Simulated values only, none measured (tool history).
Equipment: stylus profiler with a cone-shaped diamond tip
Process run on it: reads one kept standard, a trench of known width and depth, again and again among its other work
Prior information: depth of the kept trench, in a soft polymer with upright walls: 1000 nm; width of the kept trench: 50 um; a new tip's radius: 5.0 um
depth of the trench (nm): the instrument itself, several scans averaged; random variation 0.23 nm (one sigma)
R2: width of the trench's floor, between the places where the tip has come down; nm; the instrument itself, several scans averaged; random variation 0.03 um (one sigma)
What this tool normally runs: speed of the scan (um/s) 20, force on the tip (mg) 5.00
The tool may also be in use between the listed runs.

{"run": 1, "hour": 0.0, "speed of the scan (um/s)": 20, "force on the tip (mg)": 5.0, "depth of the trench (nm)": 1024.87, "R2": 43840}
{"run": 2, "hour": 25.5, "speed of the scan (um/s)": 20, "force on the tip (mg)": 5.0, "depth of the trench (nm)": 1024.97, "R2": 43780}
{"run": 3, "hour": 38.3, "speed of the scan (um/s)": 20, "force on the tip (mg)": 5.0, "depth of the trench (nm)": 1024.9, "R2": 43850}
{"run": 4, "hour": 62.7, "speed of the scan (um/s)": 20, "force on the tip (mg)": 5.0, "depth of the trench (nm)": 1024.75, "R2": 43810}
{"run": 5, "hour": 84.1, "speed of the scan (um/s)": 7, "force on the tip (mg)": 5.0, "depth of the trench (nm)": 1024.58, "R2": 43810}
{"run": 6, "hour": 107.4, "speed of the scan (um/s)": 20, "force on the tip (mg)": 5.0, "depth of the trench (nm)": 1024.87, "R2": 43760}
{"run": 7, "hour": 120.7, "speed of the scan (um/s)": 20, "force on the tip (mg)": 5.0, "depth of the trench (nm)": 1024.96, "R2": 43810}
{"run": 8, "hour": 140.2, "speed of the scan (um/s)": 20, "force on the tip (mg)": 5.0, "depth of the trench (nm)": 1024.75, "R2": 43720}
{"run": 9, "hour": 160.3, "speed of the scan (um/s)": 20, "force on the tip (mg)": 6.41, "depth of the trench (nm)": 1029.31, "R2": 43750}
{"run": 10, "hour": 185.9, "speed of the scan (um/s)": 7, "force on the tip (mg)": 5.0, "depth of the trench (nm)": 1024.35, "R2": 43820}
{"run": 11, "hour": 207.7, "speed of the scan (um/s)": 7, "force on the tip (mg)": 5.0, "depth of the trench (nm)": 1024.82, "R2": 43760}
{"run": 12, "hour": 220.3, "speed of the scan (um/s)": 7, "force on the tip (mg)": 7.08, "depth of the trench (nm)": 1031.4, "R2": 43760}
{"run": 13, "hour": 236.7, "speed of the scan (um/s)": 7, "force on the tip (mg)": 7.08, "depth of the trench (nm)": 1031.11, "R2": 43730}
{"run": 14, "hour": 252.4, "speed of the scan (um/s)": 7, "force on the tip (mg)": 2.32, "depth of the trench (nm)": 1015.42, "R2": 43800}
{"run": 15, "hour": 272.5, "speed of the scan (um/s)": 20, "force on the tip (mg)": 14.76, "depth of the trench (nm)": 1050.69, "R2": 43770}
{"run": 16, "hour": 302.8, "speed of the scan (um/s)": 20, "force on the tip (mg)": 4.35, "depth of the trench (nm)": 1023.05, "R2": 43750}
{"run": 17, "hour": 317.5, "speed of the scan (um/s)": 20, "force on the tip (mg)": 5.0, "depth of the trench (nm)": 1025.06, "R2": 43780}
{"run": 18, "hour": 334.1, "speed of the scan (um/s)": 20, "force on the tip (mg)": 5.0, "depth of the trench (nm)": 1025.26, "R2": 43710}
{"run": 19, "hour": 354.4, "speed of the scan (um/s)": 20, "force on the tip (mg)": 5.0, "depth of the trench (nm)": 1025.64, "R2": 43720}
{"run": 20, "hour": 372.0, "speed of the scan (um/s)": 20, "force on the tip (mg)": 7.51, "depth of the trench (nm)": 1032.59, "R2": 43740}
{"run": 21, "hour": 396.5, "speed of the scan (um/s)": 20, "force on the tip (mg)": 5.0, "depth of the trench (nm)": 1025.35, "R2": 43650}
{"run": 22, "hour": 409.5, "speed of the scan (um/s)": 20, "force on the tip (mg)": 5.0, "depth of the trench (nm)": 1024.95, "R2": 43670}
{"run": 23, "hour": 429.0, "speed of the scan (um/s)": 20, "force on the tip (mg)": 5.64, "depth of the trench (nm)": 1027.04, "R2": 43700}
{"run": 24, "hour": 457.3, "speed of the scan (um/s)": 20, "force on the tip (mg)": 5.64, "depth of the trench (nm)": 1027.21, "R2": 43690}
{"run": 25, "hour": 476.1, "speed of the scan (um/s)": 10, "force on the tip (mg)": 8.79, "depth of the trench (nm)": 1036.31, "R2": 43740}
{"run": 26, "hour": 505.0, "speed of the scan (um/s)": 10, "force on the tip (mg)": 1.73, "depth of the trench (nm)": 1012.98, "R2": 43620}
{"run": 27, "hour": 529.8, "speed of the scan (um/s)": 10, "force on the tip (mg)": 1.73, "depth of the trench (nm)": 1012.96, "R2": 43620}
{"run": 28, "hour": 544.1, "speed of the scan (um/s)": 6, "force on the tip (mg)": 3.34, "depth of the trench (nm)": 1019.66, "R2": 43590}

Estimate the outcome of run 29 from the log above:
{"run": 29, "hour": 560.0, "speed of the scan (um/s)": 10, "force on the tip (mg)": 12.44, "depth of the trench (nm)": "?", "R2": "?"}

Run 29 measured depth of the trench (nm) 1045.15, R2 43640 nm.
Minus the tool's unlogged condition, the same run would have read depth of the trench (nm) 1043.94, R2 43980 nm.

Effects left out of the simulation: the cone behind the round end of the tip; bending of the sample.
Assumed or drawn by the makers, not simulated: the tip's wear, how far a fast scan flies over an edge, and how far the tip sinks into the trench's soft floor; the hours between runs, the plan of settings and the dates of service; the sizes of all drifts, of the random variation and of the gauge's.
